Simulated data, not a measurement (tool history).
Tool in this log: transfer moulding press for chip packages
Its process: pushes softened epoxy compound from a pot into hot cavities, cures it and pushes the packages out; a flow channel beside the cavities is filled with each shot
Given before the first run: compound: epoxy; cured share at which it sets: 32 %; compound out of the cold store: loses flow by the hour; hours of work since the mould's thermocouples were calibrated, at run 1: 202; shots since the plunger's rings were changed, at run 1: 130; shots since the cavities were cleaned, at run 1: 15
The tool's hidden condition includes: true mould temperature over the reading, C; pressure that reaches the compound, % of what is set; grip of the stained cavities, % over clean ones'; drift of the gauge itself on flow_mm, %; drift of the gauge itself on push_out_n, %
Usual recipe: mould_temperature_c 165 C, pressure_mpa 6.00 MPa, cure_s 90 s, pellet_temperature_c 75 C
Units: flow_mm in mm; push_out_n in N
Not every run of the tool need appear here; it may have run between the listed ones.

run    day  mould_temperature_c  pressure_mpa  cure_s  pellet_temperature_c  hours of work since the mould's thermocouples were calibrated  shots since the plunger's rings were changed  shots since the cavities were cleaned  incoming compound's hours out of the cold store  flow_mm  push_out_n
  1  0.000                  165          6.00      90                    75                                                            202                                           130                                     15                                             37.0      522         595
  2  0.792                  165          6.00      90                    75                                                            213                                           326                                    211                                             11.0      573         838
  3  1.675                  165          6.00      90                    75                                                            225                                           545                                    430                                             37.5      519         987
     1.896  -- cavities cleaned with cleaning compound and waxed
  4  2.267                  165          6.00      90                    75                                                            232                                           675                                     91                                              8.3      574         734
  5  2.975                  165          6.00      90                    75                                                            242                                           851                                    267                                             42.8      509         865
  6  3.725                  165          6.00      90                    75                                                            252                                          1037                                    453                                             25.5      537        1049
     3.833  -- cavities cleaned with cleaning compound and waxed
  7  4.467                  165          6.00      90                    75                                                            261                                          1205                                    157                                             17.3      554         774
  8  5.179                  170          6.00      72                    83                                                            271                                          1381                                    333                                             27.7      517        1006
     5.762  -- cavities cleaned with cleaning compound and waxed
  9  5.875                  160          5.70     103                    73                                                            279                                          1537                                     27                                             30.5      529         635
     6.050  -- mould's thermocouples calibrated
 10  6.546                  162          6.64     100                    73                                                              7                                          1683                                    173                                              8.3      609         822
 11  7.079                  162          6.48     100                    81                                                             14                                          1815                                    305                                             32.4      550         918
     7.783  -- cavities cleaned with cleaning compound and waxed
     8.046  -- mould's thermocouples calibrated, once more
 12  8.050                  164          6.48     100                    81                                                              0                                          2019                                     46                                             35.6      540         603
 13  8.892                  165          4.94      90                    75                                                             11                                          2228                                    255                                             42.3      455         915
 14  9.383                  164          5.62      90                    75                                                             18                                          2349                                    376                                             34.3      503        1053

Consider 4 possible next runs. They are alternatives, not a sequence: every one starts from the tool as it was left by run 14. What does each give?
      9.808  -- cavities cleaned with cleaning compound and waxed
  A  10.325                  164          4.76      90                    75                                                             30                                          2566                                    127                                              9.9        ?           ?
      9.808  -- cavities cleaned with cleaning compound and waxed
  B  10.325                  171          5.62      72                    74                                                             30                                          2566                                    127                                             27.3        ?           ?
      9.808  -- cavities cleaned with cleaning compound and waxed
  C  10.325                  165          6.00      90                    65                                                             30                                          2566                                    127                                              8.7        ?           ?
      9.808  -- cavities cleaned with cleaning compound and waxed
  D  10.325                  157          6.44     112                    75                                                             30                                          2566                                    127                                             27.1        ?           ?

run  flow_mm  push_out_n
  A      505         829
  B      494         814
  C      564         835
  D      576         870
Without the tool's hidden state the same runs would have given:
run  flow_mm  push_out_n
  A      522         624
  B      511         612
  C      583         630
  D      596         658
